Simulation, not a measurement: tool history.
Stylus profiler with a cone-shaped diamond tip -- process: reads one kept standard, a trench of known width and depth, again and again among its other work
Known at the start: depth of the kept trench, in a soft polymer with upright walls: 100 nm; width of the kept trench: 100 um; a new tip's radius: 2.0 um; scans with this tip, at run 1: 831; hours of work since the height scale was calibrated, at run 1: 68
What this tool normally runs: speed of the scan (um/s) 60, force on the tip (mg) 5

run	hour	speed of the scan (um/s)	force on the tip (mg)	scans with this tip	hours of work since the height scale was calibrated	depth of the trench (angstrom)	width of the trench's floor (um)
1	0	60	5	831	68	1016.7	98.57
2	43.5	60	5	1221	99	1016.6	98.54
3	69.3	54	5	1452	118	1016	98.55
4	91.1	60	5	1647	134	1016.9	98.52
5	117.7	60	5.39	1885	153	1018	98.52
6	143.3	60	5	2115	172	1016.6	98.48
7	179.5	60	5	2439	198	1017.1	98.42
8	200.9	60	4.52	2631	214	1016.5	98.39
9	245.2	60	4.52	3028	246	1015.8	98.36
10	275.3	60	6.76	3297	268	1020.4	98.36
11	300.9	55	5	3526	287	1016.5	98.35
# hour 304.6: height scale calibrated on a step standard
12	321.2	55	5	3704	12	1017.2	98.33
13	349.3	55	5	3955	33	1017.1	98.33
14	389.6	55	5	4316	62	1016.6	98.28
# hour 415.4: height scale calibrated on a step standard, once more
15	424.4	55	10.11	4624	7	1027.8	98.22
16	453.7	60	2.08	4886	28	1009.6	98.08
17	476.3	92	2.59	5089	44	1011.2	98.1
18	509.3	66	2.69	5384	68	1011.5	98.13
19	538.4	218	2.02	5644	90	1008.9	97.77
20	579.4	34	11.55	6012	119	1030.1	98.16
21	618.6	24	4.95	6363	148	1017.3	98.17
22	645.4	17	3.94	6603	168	1014.4	98.15
23	668	200	2.07	6805	184	1009.9	97.69
24	697.1	200	2.07	7066	205	1009.5	97.72
25	718.7	48	3.53	7259	221	1014	98.01
26	740	48	3.53	7451	236	1014.5	98.06
27	772.5	48	5.75	7742	260	1018.9	97.96

Below, some changes in depth of the trench (angstrom) between adjacent runs. For each, the amount present without the hidden state too (settings, incoming material, random variation) and the amount remaining for the hidden state with gauge scatter not shared by both compared results:
Unlogged tool condition in this case: radius of the tip, um; height scale over the true one, %; drift of the gauge itself on depth_nm, %; drift of the gauge itself on floor_um, %.
Run 1 -> 2: settings left as they were, no log entry in between. depth of the trench (angstrom) -0.1: hidden state +0.1, all else -0.2.
Run 3 -> 4: speed of the scan (um/s) 54 -> 60. depth of the trench (angstrom) +0.9: hidden state +0.1, all else +0.8.
Run 15 -> 16: speed of the scan (um/s) 55 -> 60, force on the tip (mg) 10.11 -> 2.08. depth of the trench (angstrom) -18.2: hidden state +0, all else -18.2.
Run 19 -> 20: speed of the scan (um/s) 218 -> 34, force on the tip (mg) 2.02 -> 11.55. depth of the trench (angstrom) +21.2: hidden state +0.1, all else +21.1.
